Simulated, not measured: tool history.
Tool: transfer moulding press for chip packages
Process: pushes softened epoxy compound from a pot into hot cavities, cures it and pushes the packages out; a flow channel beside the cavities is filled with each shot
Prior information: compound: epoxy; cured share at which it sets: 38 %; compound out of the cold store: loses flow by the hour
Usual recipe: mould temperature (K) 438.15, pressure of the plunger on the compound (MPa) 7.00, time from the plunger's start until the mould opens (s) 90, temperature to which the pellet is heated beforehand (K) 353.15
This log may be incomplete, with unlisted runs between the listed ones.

run,hour,mould temperature (K),pressure of the plunger on the compound (MPa),time from the plunger's start until the mould opens (s),temperature to which the pellet is heated beforehand (K),incoming compound's hours out of the cold store,length that the compound runs in the flow channel (mm),greatest force on the pins that push the packages out (N)
1,0.0,438.15,7.00,90,353.15,26.4,644,505
2,5.8,438.15,7.00,90,353.15,18.7,662,547
3,15.0,438.15,7.00,90,353.15,24.1,646,593
4,22.9,438.15,7.00,90,353.15,20.3,662,632
5,28.6,439.15,7.00,90,353.15,13.5,668,650
6,35.7,439.15,7.00,90,353.15,47.0,611,625
7,41.6,439.15,7.00,90,353.15,17.2,656,663
8,51.4,439.15,7.00,90,353.15,42.4,606,646
# hour 53.6: cavities cleaned with cleaning compound and waxed
9,58.1,439.15,7.00,90,353.15,18.8,654,824
10,65.7,439.15,7.00,90,353.15,30.7,623,812
11,74.4,439.15,7.00,90,353.15,10.1,659,821
12,78.8,439.15,7.00,90,353.15,30.4,629,788
13,83.9,439.15,7.00,90,353.15,47.1,603,783
14,89.7,439.15,7.00,90,353.15,33.5,631,776
15,94.0,433.15,5.45,93,352.15,24.2,572,1013
16,101.7,443.15,5.45,93,360.15,44.8,528,667
# hour 111.3: cavities cleaned with cleaning compound and waxed, once more
17,111.3,443.15,8.06,93,343.15,9.1,706,344
18,116.4,438.15,6.31,90,346.15,27.7,598,461
19,122.2,438.15,7.00,90,353.15,27.2,631,472
20,131.8,438.15,7.00,107,353.15,29.9,634,461
21,136.8,438.15,7.00,107,353.15,44.4,599,463
22,141.9,444.15,5.82,120,354.15,8.1,598,484
23,149.4,433.15,7.75,122,346.15,26.9,670,548
24,154.1,442.15,7.72,105,353.15,20.4,655,528
25,159.0,442.15,7.72,105,353.15,19.6,658,540
26,169.0,442.15,7.72,105,353.15,44.2,609,555
27,173.1,435.15,7.97,78,363.15,37.8,667,1072
28,181.9,435.15,7.97,78,363.15,32.9,656,1093

Table of differences, measured result less the result of that run with no hidden state. Run-to-run variation is the same in both. Gauge scatter possibly is not:
Unlogged tool condition in this case: true mould temperature over the reading, C; pressure that reaches the compound, % of what is set; grip of the stained cavities, % over clean ones'; drift of the gauge itself on flow_mm, %; drift of the gauge itself on push_out_n, %.
run,length that the compound runs in the flow channel (mm),greatest force on the pins that push the packages out (N)
1,-12,+97
2,-13,+132
3,-14,+178
4,-16,+212
5,-18,+231
6,-17,+233
7,-20,+259
8,-20,+267
9,-23,+415
10,-23,+406
11,-26,+413
12,-25,+391
13,-25,+387
14,-27,+386
15,-25,+500
16,-25,+332
17,-35,+0
18,-30,+37
19,-32,+73
20,-35,+112
21,-34,+127
22,-35,+147
23,-41,+186
24,-41,+185
25,-41,+197
26,-40,+218
27,-44,+435
28,-47,+458
